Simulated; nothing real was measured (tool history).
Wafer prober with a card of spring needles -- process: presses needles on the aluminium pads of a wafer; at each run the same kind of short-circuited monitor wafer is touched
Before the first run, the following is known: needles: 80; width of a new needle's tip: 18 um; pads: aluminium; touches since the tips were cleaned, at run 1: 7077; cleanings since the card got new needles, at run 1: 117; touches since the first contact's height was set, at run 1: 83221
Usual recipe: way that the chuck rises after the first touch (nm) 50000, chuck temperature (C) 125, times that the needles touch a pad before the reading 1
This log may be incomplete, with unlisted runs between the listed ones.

run	hour	way that the chuck rises after the first touch (nm)	chuck temperature (C)	times that the needles touch a pad before the reading	touches since the tips were cleaned	cleanings since the card got new needles	touches since the first contact's height was set	resistance of one needle with its contact and lead (mohm)	way that a needle slides on the pad (nm)
1	0.0	50000	125	1	7077	117	83221	345	12060
# hour 6.2: tips cleaned on abrasive film
# hour 32.2: tips cleaned on abrasive film
2	36.8	50000	125	1	1386	119	94241	313	12040
# hour 59.3: tips cleaned on abrasive film
# hour 59.6: height of the first contact set anew
# hour 88.9: tips cleaned on abrasive film
3	89.5	50000	125	1	195	121	8988	300	12310
# hour 117.6: tips cleaned on abrasive film
# hour 147.4: tips cleaned on abrasive film
# hour 176.6: tips cleaned on abrasive film
4	176.6	50000	125	1	0	124	35098	299	12260
# hour 201.4: tips cleaned on abrasive film
# hour 228.7: tips cleaned on abrasive film
5	244.4	50000	125	1	4747	126	55471	337	12170
# hour 255.1: tips cleaned on abrasive film
# hour 282.9: tips cleaned on abrasive film
6	289.7	37000	125	1	2064	128	69041	352	8930
# hour 307.7: tips cleaned on abrasive film
# hour 333.0: tips cleaned on abrasive film
# hour 362.6: tips cleaned on abrasive film
7	374.8	37000	125	1	3692	131	94575	378	8860
# hour 390.9: tips cleaned on abrasive film
# hour 391.2: height of the first contact set anew
# hour 419.3: tips cleaned on abrasive film
8	428.6	37000	125	1	2793	133	11223	369	9100
# hour 445.0: tips cleaned on abrasive film
# hour 470.1: tips cleaned on abrasive film
# hour 497.5: tips cleaned on abrasive film
9	517.1	37000	125	1	5910	136	37778	391	9090
# hour 523.0: tips cleaned on abrasive film
# hour 553.2: tips cleaned on abrasive film
10	564.7	32000	125	2	3457	138	52038	364	7710
# hour 580.7: tips cleaned on abrasive film
# hour 607.7: tips cleaned on abrasive film
11	617.7	32000	125	2	3023	140	67954	360	7670
# hour 634.1: tips cleaned on abrasive film
# hour 662.6: tips cleaned on abrasive film
12	681.4	58000	66	3	5674	142	87070	289	13980
# hour 687.6: tips cleaned on abrasive film
# hour 715.6: tips cleaned on abrasive film
# hour 725.8: height of the first contact set anew
# hour 741.9: tips cleaned on abrasive film
13	766.3	45000	46	2	7344	145	12182	319	11110
# hour 771.8: tips cleaned on abrasive film
# hour 800.7: tips cleaned on abrasive film
# hour 829.7: tips cleaned on abrasive film
14	835.9	45000	46	2	1882	148	33048	295	10960
# hour 857.7: tips cleaned on abrasive film
# hour 884.2: tips cleaned on abrasive film
# hour 909.3: tips cleaned on abrasive film
15	926.3	37000	33	1	5133	151	60176	377	8940
# hour 938.1: tips cleaned on abrasive film
# hour 965.2: tips cleaned on abrasive film
# hour 994.2: tips cleaned on abrasive film
16	998.0	37000	33	1	1170	154	81671	315	8850
# hour 1021.5: tips cleaned on abrasive film
# hour 1051.6: tips cleaned on abrasive film
# hour 1058.1: height of the first contact set anew
17	1075.1	48000	125	1	6995	156	5138	358	11860

Below, each run's measurement less what the same run would have read without the hidden state. Both values contain the same run-to-run variation, but the gauge's scatter may not be the same in both:
The hidden state here: debris on the tips, nm; way that the needles fall short of the set height, um; tips' diameter, um; drift of the gauge itself on contact_mohm, %; drift of the gauge itself on scrub_um, %.
run	resistance of one needle with its contact and lead (mohm)	way that a needle slides on the pad (nm)
1	+59	-240
2	+26	-290
3	+10	-30
4	+9	-110
5	+49	-160
6	+59	-220
7	+80	-320
8	+69	-20
9	+93	-90
10	+64	-150
11	+59	-200
12	+20	-260
13	+53	-30
14	+28	-100
15	+109	-170
16	+50	-250
17	+69	+0
